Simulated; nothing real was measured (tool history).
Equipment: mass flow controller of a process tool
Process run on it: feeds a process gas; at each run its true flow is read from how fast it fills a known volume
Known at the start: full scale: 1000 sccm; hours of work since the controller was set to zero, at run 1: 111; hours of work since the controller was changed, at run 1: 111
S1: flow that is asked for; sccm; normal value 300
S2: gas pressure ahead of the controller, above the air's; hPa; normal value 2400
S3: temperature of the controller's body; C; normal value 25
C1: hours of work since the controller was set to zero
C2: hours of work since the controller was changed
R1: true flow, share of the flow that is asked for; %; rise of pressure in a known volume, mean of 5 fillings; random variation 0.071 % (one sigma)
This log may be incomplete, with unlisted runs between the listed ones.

run    hour   S1    S2  S3   C1   C2      R1
  1       0  300  2400  25  111  111   99.52
  2      37  300  2400  25  123  123   99.54
  3    72.8  300  2400  30  134  134   99.75
  4   118.8  300  2400  30  148  148   99.78
  5   172.1  410  2400  30  165  165   99.95
  6   247.7  410  2400  30  189  189   99.81
  7   301.9  300  2400  30  206  206   99.66
  8   364.7  300  2400  30  225  225   99.84
  9     443  300  2400  30  250  250   99.77
 10   499.4  300  2110  30  268  268   99.53
 11   580.3  300  2400  33  293  293   99.75
 12   614.5  890  2190  21  304  304   99.68
 13     688  604  2710  23  327  327   99.81
 14   729.4  703  2710  31  340  340  100.26
 15   789.5  361  2250  25  359  359   99.45
 16   832.9  156  2070  25  372  372   99.14
 17     888  389  1950  21  389  389   99.09
 18   947.1  435  2400  36  408  408   99.86
 19  1021.5  435  2400  36  431  431  100.03

Some steps in R1 between neighbouring runs. How much of each would the tool show without its hidden state too (settings, what came in, random variation), and how much is left for the hidden state, with any gauge scatter that isn't in both results?
The tool's hidden condition here consists of: flow at rest that the sensor doesn't see, % of full scale; true flow over the shown one, %; drift of the gauge itself on true_pct, %.
Run 5 -> 6: settings left as they were, no log entry in between. R1 -0.14 %: hidden state -0.03, all else -0.11.
Run 14 -> 15: S1 703 -> 361, S2 2710 -> 2250, S3 31 -> 25. R1 -0.81 %: hidden state +0, all else -0.81.

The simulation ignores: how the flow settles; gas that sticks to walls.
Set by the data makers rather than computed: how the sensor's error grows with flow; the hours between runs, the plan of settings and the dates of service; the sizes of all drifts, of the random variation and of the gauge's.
